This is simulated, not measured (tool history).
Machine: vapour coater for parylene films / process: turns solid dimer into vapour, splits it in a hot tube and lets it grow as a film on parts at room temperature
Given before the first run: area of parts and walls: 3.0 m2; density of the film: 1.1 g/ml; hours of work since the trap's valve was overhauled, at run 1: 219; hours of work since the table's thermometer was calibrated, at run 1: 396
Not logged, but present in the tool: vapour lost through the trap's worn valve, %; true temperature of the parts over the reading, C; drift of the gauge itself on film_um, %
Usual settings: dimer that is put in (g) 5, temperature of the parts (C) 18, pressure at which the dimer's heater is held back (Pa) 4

run	hour	dimer that is put in (g)	temperature of the parts (C)	pressure at which the dimer's heater is held back (Pa)	hours of work since the trap's valve was overhauled	hours of work since the table's thermometer was calibrated	thickness of the film (nm)
1	0	5	18	4	219	396	834
2	27.3	5	18	4	232	409	821
3	62.3	5	18	4	249	425	815
4	105.1	5	18	3.31	269	446	854
5	152.3	5	18	3.31	291	468	854
# hour 174.7: trap's valve overhauled
6	210.7	2	18	3.31	17	494	333
7	274.2	2	18	3.31	47	524	339
8	302.1	2	18	3.31	60	537	347
9	341.8	2	18	3.31	79	556	356
10	374.6	3	18	4	95	572	486
11	427.1	9	18	4	120	596	1499
12	459.2	9	18	4	135	612	1492
13	509.6	9	18	4	159	635	1480
14	563	5	18	4	184	661	835
15	610.6	2	18	4	206	683	324
16	650.8	2	10	4.25	225	702	473
17	711.4	3	29	11.08	254	731	226
18	755.4	3	29	11.08	275	752	239
19	792.3	5	18	2.22	293	769	945
# hour 812.9: trap's valve overhauled
20	824.7	5	18	2.22	6	783	940
21	879	5	28	3.34	31	809	534
22	917.3	7	16	2.1	49	827	1474
23	968.5	7	16	2.1	74	851	1469
24	1008.3	7	24	6.41	93	870	773
25	1038.9	5	28	3.95	107	884	517
26	1089.1	5	28	8.12	131	908	442
27	1154.4	4	15	8.16	162	939	672
28	1183.6	4	15	8.16	176	953	666
29	1218.1	7	18	7.65	192	969	1020

4 ways to go on from here, each from the tool as it stands after run 29. What would each give?
A	1245.4	2	10	4	205	982	?
B	1245.4	2	16	2.89	205	982	?
C	1245.4	3	18	4	205	982	?
D	1245.4	5	18	3.08	205	982	?

run	thickness of the film (nm)
A	490
B	396
C	492
D	880
With no hidden state in the tool, these same runs would have given:
run	thickness of the film (nm)
A	492
B	397
C	494
D	884
